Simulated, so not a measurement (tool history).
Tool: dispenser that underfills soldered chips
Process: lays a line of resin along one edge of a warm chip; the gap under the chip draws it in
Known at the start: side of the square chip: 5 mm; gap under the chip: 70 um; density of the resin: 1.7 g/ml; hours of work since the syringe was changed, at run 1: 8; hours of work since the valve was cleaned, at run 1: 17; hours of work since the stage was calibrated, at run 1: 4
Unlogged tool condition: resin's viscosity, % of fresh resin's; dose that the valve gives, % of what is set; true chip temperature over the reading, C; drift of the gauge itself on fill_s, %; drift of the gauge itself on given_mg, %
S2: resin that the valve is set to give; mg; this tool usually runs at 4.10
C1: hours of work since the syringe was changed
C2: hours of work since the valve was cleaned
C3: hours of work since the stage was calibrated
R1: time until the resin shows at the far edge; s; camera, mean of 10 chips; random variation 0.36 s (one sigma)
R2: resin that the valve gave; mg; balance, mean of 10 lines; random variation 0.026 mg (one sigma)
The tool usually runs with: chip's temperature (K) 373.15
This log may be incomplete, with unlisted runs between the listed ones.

Run 1, day 0.000: usual settings; C1 8; C2 17; C3 4. Result: R1 29.5 s, R2 4.02 mg.
At day 0.100: new syringe of resin.
Run 2, day 0.196: usual settings but chip's temperature (K) 385.15; C1 1; C2 20; C3 7. Result: R1 15.7 s, R2 4.04 mg.
Run 3, day 0.288: usual settings but chip's temperature (K) 385.15; C1 3; C2 21; C3 8. Result: R1 16.5 s, R2 4.01 mg.
Run 4, day 0.450: usual settings but chip's temperature (K) 385.15; C1 5; C2 24; C3 10. Result: R1 18.1 s, R2 4.02 mg.
Run 5, day 0.558: usual settings; C1 7; C2 25; C3 12. Result: R1 27.1 s, R2 4.01 mg.
At day 0.746: new syringe of resin.
Run 6, day 0.779: usual settings; C1 0; C2 28; C3 15. Result: R1 20.2 s, R2 4.01 mg.
Run 7, day 0.929: usual settings; C1 3; C2 31; C3 17. Result: R1 21.9 s, R2 3.96 mg.
Run 8, day 1.079: usual settings; C1 5; C2 33; C3 20. Result: R1 25.7 s, R2 3.90 mg.
Run 9, day 1.167: usual settings but chip's temperature (K) 380.15, S2 4.68 mg; C1 6; C2 34; C3 21. Result: R1 21.7 s, R2 4.49 mg.
Run 10, day 1.350: usual settings but chip's temperature (K) 380.15, S2 4.68 mg; C1 9; C2 37; C3 24. Result: R1 25.2 s, R2 4.59 mg.
At day 1.392: new syringe of resin.
Run 11, day 1.542: usual settings but chip's temperature (K) 380.15, S2 4.68 mg; C1 2; C2 40; C3 26. Result: R1 18.4 s, R2 4.50 mg.
Run 12, day 1.662: usual settings but chip's temperature (K) 380.15, S2 4.68 mg; C1 4; C2 41; C3 28. Result: R1 20.1 s, R2 4.49 mg.
Run 13, day 1.854: usual settings but chip's temperature (K) 374.15, S2 4.54 mg; C1 7; C2 44; C3 31. Result: R1 26.7 s, R2 4.33 mg.
Run 14, day 2.000: usual settings but chip's temperature (K) 374.15, S2 4.54 mg; C1 9; C2 46; C3 33. Result: R1 29.2 s, R2 4.36 mg.

Forecast each of these 3 alternatives for the next run:
At day 2.033: new syringe of resin.
Run A, day 2.212: usual settings but chip's temperature (K) 381.15, S2 5.10 mg; C1 3; C2 49; C3 36. Result: R1 ?, R2 ?.
At day 2.033: new syringe of resin.
Run B, day 2.212: usual settings but S2 4.32 mg; C1 3; C2 49; C3 36. Result: R1 ?, R2 ?.
At day 2.033: new syringe of resin.
Run C, day 2.212: usual settings but chip's temperature (K) 382.15, S2 4.88 mg; C1 3; C2 49; C3 36. Result: R1 ?, R2 ?.

run    R1    R2
  A  17.5  4.85
  B  22.6  4.08
  C  17.3  4.65
Take away the tool's hidden state, keep each run's random variation, and the runs would have read:
run    R1    R2
  A  15.7  5.10
  B  20.2  4.29
  C  15.5  4.89
